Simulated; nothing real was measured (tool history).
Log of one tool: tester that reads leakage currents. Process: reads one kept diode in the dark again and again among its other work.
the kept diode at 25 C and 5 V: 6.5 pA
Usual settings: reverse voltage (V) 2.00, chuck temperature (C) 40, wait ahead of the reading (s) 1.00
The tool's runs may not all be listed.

run     day  reverse voltage (V)  chuck temperature (C)  wait ahead of the reading (s)  current that the tester gives (pA)
  1   0.000                 2.00                     40                           1.00                               13.00
      0.525  -- chuck's temperature calibrated
  2   2.458                 2.00                     40                           1.00                               13.55
  3   5.412                 2.00                     56                           1.00                               36.26
  4   7.808                 2.00                     56                           1.00                               36.27
  5  10.929                 2.00                     25                           1.00                                5.70
  6  13.242                 2.00                     25                           1.00                                5.72
  7  15.925                 2.00                     25                           1.00                                5.59
  8  18.417                 2.00                     25                           1.00                                5.69
  9  20.850                 2.00                     25                           1.00                                5.64
 10  23.188                 3.98                     40                           1.00                               20.18
 11  24.758                 2.00                     40                           1.00                               13.64
     24.988  -- tester calibrated
 12  26.150                 2.00                     40                           1.00                               13.52
 13  28.667                 2.00                     40                           1.00                               13.60
 14  31.779                 2.00                     40                           1.00                               13.63
     32.812  -- tester calibrated, once more
 15  34.275                 2.00                     40                           1.00                               13.57
 16  37.179                 2.00                     40                           1.00                               13.69
 17  38.838                11.65                     51                           0.99                               70.02
 18  41.167                 2.63                     22                           3.37                                5.46
 19  42.521                 2.63                     22                           3.37                                5.54
 20  44.975                 2.63                     22                           3.37                                5.49
     46.938  -- chuck's temperature calibrated
 21  47.204                 5.46                     25                           4.29                               10.83
 22  49.292                 5.46                     25                           4.29                               10.76
 23  50.921                 3.13                     40                           5.07                               17.42
 24  53.450                15.55                     40                           1.23                               48.94
 25  54.804                 4.37                     46                           8.24                               29.84
 26  57.708                12.20                     34                           8.24                               28.69
 27  59.129                12.20                     34                           8.24                               29.10
 28  61.900                12.20                     20                           1.74                               18.75
 29  63.825                 6.13                     35                           0.66                               22.78
 30  66.362                 6.13                     47                           0.75                               40.95
 31  68.592                 7.25                     47                           0.75                               45.52
 32  70.833                 1.78                     32                           0.38                                9.49

Forecast each of these 5 alternatives for the next run:
  A  72.354                 1.78                     40                           0.38                                   ?
  B  72.354                 5.00                     40                           1.00                                   ?
  C  72.354                 2.53                     36                           0.87                                   ?
  D  72.354                 2.00                     20                           1.00                                   ?
  E  72.354                15.76                     30                           0.38                                   ?

run  current that the tester gives (pA)
  A                               14.33
  B                               24.79
  C                               13.19
  D                                5.12
  E                               44.92
Without the tool's hidden state the same runs would have given:
run  current that the tester gives (pA)
  A                               13.23
  B                               21.23
  C                               11.43
  D                                3.54
  E                               32.21
